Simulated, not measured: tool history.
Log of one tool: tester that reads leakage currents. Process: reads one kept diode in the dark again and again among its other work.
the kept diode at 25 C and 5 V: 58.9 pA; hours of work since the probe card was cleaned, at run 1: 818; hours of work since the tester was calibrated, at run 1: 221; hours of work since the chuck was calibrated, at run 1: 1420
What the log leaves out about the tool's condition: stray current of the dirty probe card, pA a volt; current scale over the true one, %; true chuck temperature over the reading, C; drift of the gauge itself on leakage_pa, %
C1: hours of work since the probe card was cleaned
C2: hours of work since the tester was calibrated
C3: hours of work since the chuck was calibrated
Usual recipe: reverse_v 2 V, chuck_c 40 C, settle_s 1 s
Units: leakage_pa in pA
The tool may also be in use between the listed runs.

{"run": 1, "hour": 0.0, "reverse_v": 2, "chuck_c": 40, "settle_s": 1, "C1": 818, "C2": 221, "C3": 1420, "leakage_pa": 134.46}
{"run": 2, "hour": 38.1, "reverse_v": 2, "chuck_c": 40, "settle_s": 1, "C1": 834, "C2": 237, "C3": 1437, "leakage_pa": 134.77}
{"run": 3, "hour": 64.8, "reverse_v": 12.64, "chuck_c": 40, "settle_s": 1, "C1": 845, "C2": 249, "C3": 1448, "leakage_pa": 384.81}
{"run": 4, "hour": 87.2, "reverse_v": 2, "chuck_c": 24, "settle_s": 1, "C1": 855, "C2": 258, "C3": 1458, "leakage_pa": 32.71}
{"run": 5, "hour": 125.3, "reverse_v": 2, "chuck_c": 24, "settle_s": 1, "C1": 871, "C2": 275, "C3": 1474, "leakage_pa": 32.88}
{"run": 6, "hour": 158.2, "reverse_v": 2, "chuck_c": 24, "settle_s": 1, "C1": 886, "C2": 289, "C3": 1488, "leakage_pa": 32.71}
{"run": 7, "hour": 186.3, "reverse_v": 2, "chuck_c": 24, "settle_s": 5.18, "C1": 898, "C2": 301, "C3": 1500, "leakage_pa": 32.3}
{"run": 8, "hour": 208.2, "reverse_v": 2, "chuck_c": 40, "settle_s": 1, "C1": 907, "C2": 310, "C3": 1510, "leakage_pa": 134.41}

Estimate the outcome of run 9 from the log above:
{"run": 9, "hour": 246.9, "reverse_v": 10.87, "chuck_c": 40, "settle_s": 1.51, "C1": 924, "C2": 327, "C3": 1527, "leakage_pa": "?"}

leakage_pa: 351.91 pA
Without the tool's hidden state the same run would have given leakage_pa 351.23 pA.

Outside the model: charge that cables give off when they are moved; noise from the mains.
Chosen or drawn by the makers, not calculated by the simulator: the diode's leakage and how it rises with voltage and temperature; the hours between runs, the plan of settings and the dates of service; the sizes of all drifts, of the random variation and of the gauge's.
